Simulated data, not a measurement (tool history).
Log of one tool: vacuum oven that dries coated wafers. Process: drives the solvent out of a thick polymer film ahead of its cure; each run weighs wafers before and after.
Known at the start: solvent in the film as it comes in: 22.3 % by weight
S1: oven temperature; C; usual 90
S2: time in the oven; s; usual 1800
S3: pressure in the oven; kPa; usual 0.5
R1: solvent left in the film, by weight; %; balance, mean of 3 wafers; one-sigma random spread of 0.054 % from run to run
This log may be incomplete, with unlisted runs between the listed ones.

{"run": 1, "hour": 0.0, "S1": 90, "S2": 1800, "S3": 0.5, "R1": 1.92}
{"run": 2, "hour": 49.0, "S1": 90, "S2": 1800, "S3": 0.5, "R1": 1.94}
{"hour": 57.9, "done": "oven's thermocouples calibrated"}
{"run": 3, "hour": 107.1, "S1": 90, "S2": 1500, "S3": 0.5, "R1": 2.51}
{"run": 4, "hour": 147.0, "S1": 90, "S2": 1500, "S3": 0.5, "R1": 2.58}
{"run": 5, "hour": 176.6, "S1": 90, "S2": 1800, "S3": 0.5, "R1": 1.96}
{"run": 6, "hour": 224.6, "S1": 97, "S2": 1800, "S3": 0.5, "R1": 0.88}
{"run": 7, "hour": 267.0, "S1": 90, "S2": 1800, "S3": 0.5, "R1": 1.97}
{"hour": 274.2, "done": "oven's thermocouples calibrated, once more"}
{"run": 8, "hour": 325.0, "S1": 90, "S2": 1800, "S3": 0.5, "R1": 2.27}
{"run": 9, "hour": 351.1, "S1": 90, "S2": 1800, "S3": 0.5, "R1": 2.41}
{"run": 10, "hour": 382.0, "S1": 90, "S2": 1800, "S3": 0.5, "R1": 2.45}
{"run": 11, "hour": 407.2, "S1": 90, "S2": 1800, "S3": 0.5, "R1": 2.35}
{"run": 12, "hour": 462.6, "S1": 90, "S2": 1800, "S3": 0.5, "R1": 2.31}
{"run": 13, "hour": 506.9, "S1": 90, "S2": 1800, "S3": 0.5, "R1": 2.36}
{"run": 14, "hour": 532.4, "S1": 90, "S2": 960, "S3": 0.5, "R1": 5.24}
{"run": 15, "hour": 556.2, "S1": 90, "S2": 1800, "S3": 0.5, "R1": 2.34}
{"run": 16, "hour": 608.2, "S1": 90, "S2": 1800, "S3": 0.5, "R1": 2.34}
{"run": 17, "hour": 638.6, "S1": 90, "S2": 1980, "S3": 0.5, "R1": 2.11}
{"run": 18, "hour": 684.2, "S1": 90, "S2": 1980, "S3": 0.5, "R1": 2.09}
{"run": 19, "hour": 739.9, "S1": 90, "S2": 1980, "S3": 0.5, "R1": 2.1}
{"run": 20, "hour": 781.5, "S1": 90, "S2": 1800, "S3": 1.447, "R1": 3.38}
{"run": 21, "hour": 834.9, "S1": 90, "S2": 1800, "S3": 0.911, "R1": 2.77}
{"run": 22, "hour": 878.8, "S1": 90, "S2": 1800, "S3": 0.911, "R1": 2.77}
{"run": 23, "hour": 930.7, "S1": 90, "S2": 1800, "S3": 0.911, "R1": 2.76}
{"run": 24, "hour": 980.4, "S1": 97, "S2": 2160, "S3": 0.638, "R1": 1.25}
{"run": 25, "hour": 1030.7, "S1": 94, "S2": 1800, "S3": 1.494, "R1": 2.56}
{"run": 26, "hour": 1068.9, "S1": 94, "S2": 1800, "S3": 1.494, "R1": 2.56}
{"run": 27, "hour": 1101.7, "S1": 94, "S2": 1800, "S3": 1.494, "R1": 2.48}
{"run": 28, "hour": 1135.7, "S1": 91, "S2": 1440, "S3": 0.285, "R1": 2.61}
{"run": 29, "hour": 1173.7, "S1": 90, "S2": 1800, "S3": 0.936, "R1": 2.72}
{"run": 30, "hour": 1206.2, "S1": 85, "S2": 2640, "S3": 0.467, "R1": 2.33}
{"run": 31, "hour": 1244.5, "S1": 85, "S2": 3180, "S3": 1.408, "R1": 3.14}
{"run": 32, "hour": 1300.2, "S1": 102, "S2": 3180, "S3": 1.408, "R1": 1.34}
{"run": 33, "hour": 1350.6, "S1": 102, "S2": 3180, "S3": 1.408, "R1": 1.37}
{"run": 34, "hour": 1380.0, "S1": 84, "S2": 1740, "S3": 0.293, "R1": 4}
{"run": 35, "hour": 1406.2, "S1": 93, "S2": 2520, "S3": 0.5, "R1": 1.17}
{"run": 36, "hour": 1435.8, "S1": 93, "S2": 2340, "S3": 0.565, "R1": 1.37}
{"run": 37, "hour": 1479.4, "S1": 93, "S2": 2340, "S3": 0.565, "R1": 1.43}
{"run": 38, "hour": 1520.5, "S1": 103, "S2": 1800, "S3": 0.517, "R1": 0.79}
{"run": 39, "hour": 1576.6, "S1": 91, "S2": 1800, "S3": 0.5, "R1": 2.03}
{"run": 40, "hour": 1619.1, "S1": 91, "S2": 1800, "S3": 0.5, "R1": 2.06}
{"run": 41, "hour": 1651.0, "S1": 102, "S2": 3120, "S3": 0.5, "R1": 0.8}
{"run": 42, "hour": 1693.5, "S1": 76, "S2": 3120, "S3": 1.695, "R1": 6.54}
{"run": 43, "hour": 1745.5, "S1": 94, "S2": 1380, "S3": 0.931, "R1": 2.51}
{"run": 44, "hour": 1768.0, "S1": 88, "S2": 2880, "S3": 0.5, "R1": 1.62}
{"run": 45, "hour": 1803.9, "S1": 77, "S2": 3180, "S3": 1.855, "R1": 6.18}

Consider 3 possible next runs. They are alternatives, not a sequence: every one starts from the tool as it was left by run 45. What does each give?
{"run": "A", "hour": 1827.1, "S1": 98, "S2": 2100, "S3": 0.52, "R1": "?"}
{"run": "B", "hour": 1827.1, "S1": 77, "S2": 1620, "S3": 1.855, "R1": "?"}
{"run": "C", "hour": 1827.1, "S1": 101, "S2": 1020, "S3": 0.75, "R1": "?"}

run=A R1=1.09
run=B R1=9.39
run=C R1=1.82
Had the tool no hidden state, the same runs would have come out as:
run=A R1=0.7
run=B R1=9.21
run=C R1=1.66

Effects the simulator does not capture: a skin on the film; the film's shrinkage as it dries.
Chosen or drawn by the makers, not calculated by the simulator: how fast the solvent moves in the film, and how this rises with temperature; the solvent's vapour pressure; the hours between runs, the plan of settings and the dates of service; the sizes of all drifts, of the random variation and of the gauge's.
